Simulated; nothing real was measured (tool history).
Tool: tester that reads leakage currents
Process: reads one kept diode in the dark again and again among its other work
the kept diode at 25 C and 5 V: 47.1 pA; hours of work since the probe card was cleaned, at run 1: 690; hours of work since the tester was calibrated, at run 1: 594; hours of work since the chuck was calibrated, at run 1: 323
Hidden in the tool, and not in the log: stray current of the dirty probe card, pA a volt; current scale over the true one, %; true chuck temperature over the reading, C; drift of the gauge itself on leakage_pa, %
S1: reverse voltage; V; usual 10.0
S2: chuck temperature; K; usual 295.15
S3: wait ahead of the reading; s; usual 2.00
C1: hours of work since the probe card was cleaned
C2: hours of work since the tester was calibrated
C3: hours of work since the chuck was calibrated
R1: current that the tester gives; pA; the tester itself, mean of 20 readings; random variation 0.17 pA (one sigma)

| run | hour | S1 | S2 | S3 | C1 | C2 | C3 | R1 |
|---|---|---|---|---|---|---|---|---|
| 1 | 0.0 | 10.0 | 295.15 | 2.00 | 690 | 594 | 323 | 69.28 |
| 2 | 27.5 | 10.0 | 295.15 | 2.00 | 705 | 609 | 338 | 70.05 |
| 3 | 88.2 | 10.0 | 295.15 | 2.00 | 737 | 641 | 370 | 70.73 |
| 4 | 142.4 | 10.0 | 295.15 | 2.00 | 766 | 669 | 398 | 71.37 |
| 5 | 199.2 | 10.0 | 295.15 | 2.00 | 795 | 699 | 428 | 72.09 |
| 6 | 240.6 | 10.0 | 295.15 | 2.00 | 817 | 721 | 450 | 72.92 |
| 7 | 285.2 | 10.0 | 295.15 | 2.00 | 841 | 745 | 474 | 73.56 |
| 8 | 322.1 | 10.0 | 295.15 | 2.00 | 860 | 764 | 493 | 74.03 |
| 9 | 386.0 | 10.0 | 295.15 | 2.00 | 894 | 798 | 527 | 75.16 |
| 10 | 413.5 | 10.0 | 297.15 | 1.03 | 909 | 812 | 541 | 85.57 |
| 11 | 471.0 | 10.8 | 293.15 | 0.55 | 939 | 843 | 572 | 74.65 |
| 12 | 527.0 | 10.0 | 298.15 | 1.67 | 969 | 872 | 601 | 92.32 |
| 13 | 571.6 | 10.0 | 298.15 | 1.67 | 992 | 896 | 625 | 92.47 |
| 14 | 625.9 | 18.9 | 326.15 | 0.38 | 1021 | 925 | 654 | 719.30 |
| 15 | 682.7 | 10.0 | 295.15 | 0.99 | 1051 | 955 | 684 | 80.21 |
| 16 | 721.4 | 1.2 | 302.15 | 2.00 | 1071 | 975 | 704 | 38.11 |
| 17 | 756.5 | 15.1 | 295.15 | 9.28 | 1090 | 994 | 722 | 103.21 |
| 18 | 797.9 | 12.8 | 297.15 | 1.07 | 1112 | 1015 | 744 | 106.36 |

Hidden state or all else? Some run-to-run changes of R1, split into what the settings, what came in and random variation would give without the hidden state, and what is left for the hidden state (with any gauge scatter that isn't in both results):
Run 13 -> 14: S1 10.0 -> 18.9, S2 298.15 -> 326.15, S3 1.67 -> 0.38. R1 +626.83 pA: hidden state +61.07, all else +565.76.
Run 14 -> 15: S1 18.9 -> 10.0, S2 326.15 -> 295.15, S3 0.38 -> 0.99. R1 -639.09 pA: hidden state -60.61, all else -578.48.
